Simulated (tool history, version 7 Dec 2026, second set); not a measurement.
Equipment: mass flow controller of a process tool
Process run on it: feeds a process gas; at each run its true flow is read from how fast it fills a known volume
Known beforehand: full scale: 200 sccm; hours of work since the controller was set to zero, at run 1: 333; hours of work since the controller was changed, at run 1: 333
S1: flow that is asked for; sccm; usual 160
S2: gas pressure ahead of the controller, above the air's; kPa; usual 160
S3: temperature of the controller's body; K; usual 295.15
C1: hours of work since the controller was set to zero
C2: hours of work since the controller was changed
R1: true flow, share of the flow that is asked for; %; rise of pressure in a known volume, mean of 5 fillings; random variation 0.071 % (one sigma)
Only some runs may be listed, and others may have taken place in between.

| run | hour | S1 | S2 | S3 | C1 | C2 | R1 |
|---|---|---|---|---|---|---|---|
| 1 | 0 | 160 | 160 | 295.15 | 333 | 333 | 99.71 |
| 2 | 42.8 | 39 | 160 | 295.15 | 362 | 362 | 98.17 |
| 3 | 145.3 | 39 | 160 | 295.15 | 432 | 432 | 98.11 |
| 4 | 203.9 | 39 | 160 | 295.15 | 471 | 471 | 98.02 |
| 5 | 259.2 | 39 | 160 | 295.15 | 509 | 509 | 98.07 |
| 6 | 346.7 | 39 | 160 | 295.15 | 568 | 568 | 98.03 |
| 7 | 434.3 | 39 | 160 | 295.15 | 628 | 628 | 98 |
| 8 | 513.4 | 160 | 160 | 312.15 | 681 | 681 | 97.81 |
| 9 | 605.5 | 163 | 160 | 295.15 | 744 | 744 | 99.29 |
| 10 | 709.4 | 163 | 160 | 295.15 | 814 | 814 | 99.39 |
| 11 | 795.2 | 163 | 160 | 295.15 | 873 | 873 | 99.24 |
| 12 | 892.4 | 163 | 160 | 295.15 | 939 | 939 | 99.04 |
| 13 | 963.4 | 163 | 160 | 295.15 | 987 | 987 | 98.99 |
| 14 | 1042.3 | 163 | 160 | 295.15 | 1040 | 1040 | 98.9 |
| 15 | 1094.3 | 160 | 160 | 295.15 | 1076 | 1076 | 98.86 |
| 16 | 1146 | 33 | 160 | 295.15 | 1111 | 1111 | 97.47 |
| 17 | 1222.3 | 160 | 160 | 295.15 | 1162 | 1162 | 98.91 |
| 18 | 1313.2 | 52 | 160 | 295.15 | 1224 | 1224 | 97.56 |
| 19 | 1388 | 52 | 160 | 295.15 | 1275 | 1275 | 97.39 |
| 20 | 1483.1 | 26 | 186 | 299.15 | 1339 | 1339 | 96.61 |
| 21 | 1527.3 | 26 | 186 | 299.15 | 1369 | 1369 | 96.76 |
| 22 | 1621.8 | 160 | 162 | 294.15 | 1434 | 1434 | 98.58 |

The next listed run, before its measurement:
|  | 1650.1 | gauge calibrated |
| 23 | 1674.1 | 46 | 194 | 294.15 | 1469 | 1469 | ? |

R1: 98.47 %
With the hidden condition absent and the run-to-run variation left alone, this run would have shown R1 98.49 %.
